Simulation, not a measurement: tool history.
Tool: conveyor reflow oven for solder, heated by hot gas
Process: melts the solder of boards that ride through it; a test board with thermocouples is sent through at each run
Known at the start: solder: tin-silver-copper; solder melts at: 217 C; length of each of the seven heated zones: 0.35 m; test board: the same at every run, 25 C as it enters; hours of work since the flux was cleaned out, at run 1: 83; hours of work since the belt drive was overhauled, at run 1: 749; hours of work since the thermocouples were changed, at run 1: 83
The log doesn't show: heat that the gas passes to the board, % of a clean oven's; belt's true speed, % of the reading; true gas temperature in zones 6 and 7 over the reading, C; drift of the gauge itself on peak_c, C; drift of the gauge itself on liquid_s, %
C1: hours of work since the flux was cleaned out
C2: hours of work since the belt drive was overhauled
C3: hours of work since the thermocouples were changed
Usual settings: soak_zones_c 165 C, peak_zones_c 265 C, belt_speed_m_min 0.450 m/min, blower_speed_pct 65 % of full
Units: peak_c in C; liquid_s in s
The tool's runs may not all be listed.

run 1 hour=0.0 | soak_zones_c=165 peak_zones_c=265 belt_speed_m_min=0.450 blower_speed_pct=65 | C1=83 C2=749 C3=83 | peak_c=247.5 liquid_s=61.4
run 2 hour=56.2 | soak_zones_c=165 peak_zones_c=265 belt_speed_m_min=0.450 blower_speed_pct=65 | C1=108 C2=774 C3=108 | peak_c=246.7 liquid_s=60.8
run 3 hour=126.5 | soak_zones_c=165 peak_zones_c=265 belt_speed_m_min=0.502 blower_speed_pct=65 | C1=139 C2=805 C3=139 | peak_c=242.5 liquid_s=48.8
run 4 hour=155.7 | soak_zones_c=165 peak_zones_c=265 belt_speed_m_min=0.450 blower_speed_pct=83 | C1=152 C2=818 C3=152 | peak_c=249.8 liquid_s=66.2
run 5 hour=226.9 | soak_zones_c=165 peak_zones_c=265 belt_speed_m_min=0.450 blower_speed_pct=83 | C1=183 C2=849 C3=183 | peak_c=250.0 liquid_s=66.1
-- hour=277.0 flux residue cleaned out of gas plates and filters
run 6 hour=299.3 | soak_zones_c=165 peak_zones_c=265 belt_speed_m_min=0.499 blower_speed_pct=65 | C1=10 C2=879 C3=213 | peak_c=243.8 liquid_s=50.8
run 7 hour=360.2 | soak_zones_c=165 peak_zones_c=265 belt_speed_m_min=0.388 blower_speed_pct=65 | C1=37 C2=906 C3=240 | peak_c=251.5 liquid_s=78.9
run 8 hour=404.3 | soak_zones_c=165 peak_zones_c=265 belt_speed_m_min=0.387 blower_speed_pct=60 | C1=56 C2=925 C3=259 | peak_c=249.9 liquid_s=76.8
run 9 hour=439.2 | soak_zones_c=165 peak_zones_c=260 belt_speed_m_min=0.428 blower_speed_pct=60 | C1=72 C2=940 C3=274 | peak_c=242.3 liquid_s=59.8
run 10 hour=508.5 | soak_zones_c=165 peak_zones_c=276 belt_speed_m_min=0.477 blower_speed_pct=78 | C1=102 C2=971 C3=305 | peak_c=257.2 liquid_s=67.7
run 11 hour=551.7 | soak_zones_c=165 peak_zones_c=276 belt_speed_m_min=0.477 blower_speed_pct=78 | C1=121 C2=990 C3=324 | peak_c=256.9 liquid_s=67.3
run 12 hour=604.0 | soak_zones_c=165 peak_zones_c=276 belt_speed_m_min=0.477 blower_speed_pct=78 | C1=144 C2=1013 C3=347 | peak_c=256.8 liquid_s=66.8

Forecast each of these 3 alternatives for the next run:
run A hour=643.3 | soak_zones_c=165 peak_zones_c=276 belt_speed_m_min=0.477 blower_speed_pct=55 | C1=162 C2=1030 C3=364 | peak_c=? liquid_s=?
run B hour=643.3 | soak_zones_c=163 peak_zones_c=271 belt_speed_m_min=0.499 blower_speed_pct=78 | C1=162 C2=1030 C3=364 | peak_c=? liquid_s=?
run C hour=643.3 | soak_zones_c=165 peak_zones_c=276 belt_speed_m_min=0.502 blower_speed_pct=63 | C1=162 C2=1030 C3=364 | peak_c=? liquid_s=?

run=A peak_c=249.5 liquid_s=59.3
run=B peak_c=250.4 liquid_s=56.8
run=C peak_c=250.1 liquid_s=57.1
Without the tool's hidden state the same runs would have given:
run=A peak_c=251.4 liquid_s=60.5
run=B peak_c=252.7 liquid_s=58.3
run=C peak_c=252.2 liquid_s=58.4

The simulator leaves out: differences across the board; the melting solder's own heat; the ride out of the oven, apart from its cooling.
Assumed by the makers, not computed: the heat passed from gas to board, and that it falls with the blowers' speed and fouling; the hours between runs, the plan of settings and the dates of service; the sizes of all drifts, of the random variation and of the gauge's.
